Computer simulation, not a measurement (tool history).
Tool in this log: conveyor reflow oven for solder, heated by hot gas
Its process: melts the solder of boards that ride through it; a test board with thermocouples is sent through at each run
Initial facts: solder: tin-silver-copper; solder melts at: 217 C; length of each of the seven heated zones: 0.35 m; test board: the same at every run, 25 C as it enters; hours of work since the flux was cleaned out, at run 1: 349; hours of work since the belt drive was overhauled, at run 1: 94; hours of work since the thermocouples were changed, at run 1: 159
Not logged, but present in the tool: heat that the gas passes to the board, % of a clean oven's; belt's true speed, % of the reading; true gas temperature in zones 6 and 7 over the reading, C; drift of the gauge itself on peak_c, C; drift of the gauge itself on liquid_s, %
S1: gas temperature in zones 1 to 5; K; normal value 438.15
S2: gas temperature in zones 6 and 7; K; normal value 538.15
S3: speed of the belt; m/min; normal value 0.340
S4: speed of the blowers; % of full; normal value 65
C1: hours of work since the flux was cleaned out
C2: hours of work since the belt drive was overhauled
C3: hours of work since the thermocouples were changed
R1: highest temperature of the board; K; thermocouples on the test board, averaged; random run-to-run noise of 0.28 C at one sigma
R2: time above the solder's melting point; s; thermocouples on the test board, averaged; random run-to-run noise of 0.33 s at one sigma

| run | hour | S1 | S2 | S3 | S4 | C1 | C2 | C3 | R1 | R2 |
|---|---|---|---|---|---|---|---|---|---|---|
| 1 | 0.0 | 438.15 | 538.15 | 0.340 | 65 | 349 | 94 | 159 | 521.65 | 82.9 |
| 2 | 34.4 | 438.15 | 538.15 | 0.340 | 65 | 369 | 115 | 180 | 521.35 | 82.6 |
|  | 61.0 | flux residue cleaned out of gas plates and filters |
| 3 | 72.2 | 438.15 | 538.15 | 0.340 | 65 | 7 | 135 | 199 | 521.85 | 84.4 |
| 4 | 116.2 | 438.15 | 538.15 | 0.340 | 60 | 33 | 161 | 226 | 520.45 | 80.7 |
| 5 | 156.5 | 438.15 | 538.15 | 0.340 | 60 | 57 | 185 | 250 | 520.65 | 81.2 |
| 6 | 178.4 | 449.15 | 538.15 | 0.340 | 65 | 70 | 198 | 263 | 524.05 | 92.4 |
| 7 | 211.3 | 449.15 | 538.15 | 0.340 | 65 | 90 | 218 | 282 | 523.05 | 91.9 |
| 8 | 248.9 | 446.15 | 538.15 | 0.340 | 65 | 112 | 240 | 305 | 522.85 | 90.1 |
| 9 | 286.5 | 446.15 | 538.15 | 0.340 | 65 | 135 | 263 | 327 | 523.55 | 90.8 |
| 10 | 312.9 | 446.15 | 538.15 | 0.340 | 65 | 151 | 278 | 343 | 522.85 | 88.6 |
| 11 | 346.2 | 448.15 | 538.15 | 0.372 | 53 | 170 | 298 | 363 | 515.85 | 69.9 |
| 12 | 385.5 | 438.15 | 539.15 | 0.340 | 76 | 194 | 322 | 387 | 525.95 | 89.4 |
| 13 | 407.3 | 438.15 | 539.15 | 0.340 | 76 | 207 | 335 | 400 | 525.45 | 89.8 |

The next listed run, before its measurement:
| 14 | 448.4 | 433.15 | 539.15 | 0.358 | 51 | 231 | 359 | 424 | ? | ? |

{"run 14": {"R1": 513.45, "R2": 62.1}}
With no hidden state in the tool, this same run would have given R1 514.85 K, R2 64.3 s.
